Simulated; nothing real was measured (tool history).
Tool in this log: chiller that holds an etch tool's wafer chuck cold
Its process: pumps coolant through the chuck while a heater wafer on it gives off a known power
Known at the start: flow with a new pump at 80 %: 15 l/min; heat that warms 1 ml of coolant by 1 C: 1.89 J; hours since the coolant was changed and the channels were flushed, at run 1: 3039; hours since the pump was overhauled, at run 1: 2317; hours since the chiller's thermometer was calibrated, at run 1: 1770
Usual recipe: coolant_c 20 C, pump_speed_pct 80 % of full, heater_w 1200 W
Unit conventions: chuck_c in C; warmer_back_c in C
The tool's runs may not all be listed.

run	day	coolant_c	pump_speed_pct	heater_w	hours since the coolant was changed and the channels were flushed	hours since the pump was overhauled	hours since the chiller's thermometer was calibrated	chuck_c	warmer_back_c
1	0	20	80	1200	3039	2317	1770	28	2.71
2	1.208	20	80	1289	3068	2346	1799	28.7	2.85
3	2.979	20	80	795	3110	2389	1842	25.1	1.78
4	4.1	20	80	1200	3137	2416	1868	28.2	2.72
5	5.612	20	80	1200	3174	2452	1905	28	2.67
6	6.404	20	80	780	3193	2471	1924	25	1.7
7	7.329	20	80	780	3215	2493	1946	25	1.7
# day 7.512: chiller's thermometer calibrated
8	8.421	10	94	1050	3240	2519	22	15.7	2.01
9	10.1	14	98	1363	3280	2559	62	21.7	2.49
10	11.254	14	94	1255	3308	2587	90	21.1	2.41
11	12.392	16	84	1193	3335	2614	117	23.1	2.55
12	13.212	12	68	1193	3355	2634	137	20.7	3.15
13	14.462	19	71	655	3385	2664	167	23.2	1.61
14	16.046	13	80	625	3423	2702	205	16.6	1.4

Branching from run 14: 4 alternative next runs. What would each branch give?
A	16.904	20	80	1439	3444	2722	225	?	?
B	16.904	17	80	1211	3444	2722	225	?	?
C	16.904	11	65	1155	3444	2722	225	?	?
D	16.904	13	67	625	3444	2722	225	?	?

run	chuck_c	warmer_back_c
A	29.3	3.19
B	25	2.7
C	19.7	3.21
D	17.2	1.68
What these runs would have given with no unlogged condition in the tool:
run	chuck_c	warmer_back_c
A	29	3.01
B	25	2.55
C	19.5	3.03
D	17.6	1.58
